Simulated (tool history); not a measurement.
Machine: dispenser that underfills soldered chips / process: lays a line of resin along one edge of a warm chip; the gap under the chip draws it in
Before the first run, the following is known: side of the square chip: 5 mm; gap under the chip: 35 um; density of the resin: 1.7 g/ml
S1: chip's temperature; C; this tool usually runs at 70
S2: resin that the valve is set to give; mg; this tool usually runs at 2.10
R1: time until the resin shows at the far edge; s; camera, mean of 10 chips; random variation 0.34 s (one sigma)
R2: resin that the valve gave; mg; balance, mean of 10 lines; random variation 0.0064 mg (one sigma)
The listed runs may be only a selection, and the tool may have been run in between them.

Run 1, hour 0.0: usual settings. Result: R1 25.3 s, R2 2.034 mg.
At hour 0.9: new syringe of resin.
Run 2, hour 3.8: usual settings. Result: R1 16.8 s, R2 2.035 mg.
Run 3, hour 6.7: usual settings but S2 2.07 mg. Result: R1 19.3 s, R2 2.005 mg.
Run 4, hour 12.9: usual settings. Result: R1 24.0 s, R2 2.023 mg.
At hour 15.3: new syringe of resin.
Run 5, hour 16.8: usual settings but S1 57 C. Result: R1 24.1 s, R2 2.027 mg.
Run 6, hour 19.3: usual settings but S1 57 C. Result: R1 27.0 s, R2 2.028 mg.
Run 7, hour 23.7: usual settings but S1 58 C, S2 2.46 mg. Result: R1 29.8 s, R2 2.358 mg.
Run 8, hour 26.8: usual settings but S1 57 C, S2 2.48 mg. Result: R1 33.9 s, R2 2.383 mg.
At hour 29.6: dispensing valve cleaned and set on the balance.
At hour 30.8: new syringe of resin.
Run 9, hour 33.6: usual settings but S1 76 C, S2 1.94 mg. Result: R1 13.8 s, R2 1.941 mg.
Run 10, hour 37.5: usual settings but S1 76 C, S2 1.94 mg. Result: R1 15.9 s, R2 1.930 mg.

What if the next run were any one of these 3? Each begins from the tool's condition after run 10:
Run A, hour 43.5: usual settings but S2 2.67 mg. Result: R1 ?, R2 ?.
Run B, hour 43.5: usual settings but S1 69 C, S2 2.29 mg. Result: R1 ?, R2 ?.
Run C, hour 43.5: usual settings but S1 67 C, S2 1.94 mg. Result: R1 ?, R2 ?.

run    R1     R2
  A  24.2  2.660
  B  25.0  2.270
  C  26.6  1.927
Without the tool's hidden state the same runs would have given:
run    R1     R2
  A  15.4  2.671
  B  16.1  2.279
  C  16.7  1.935
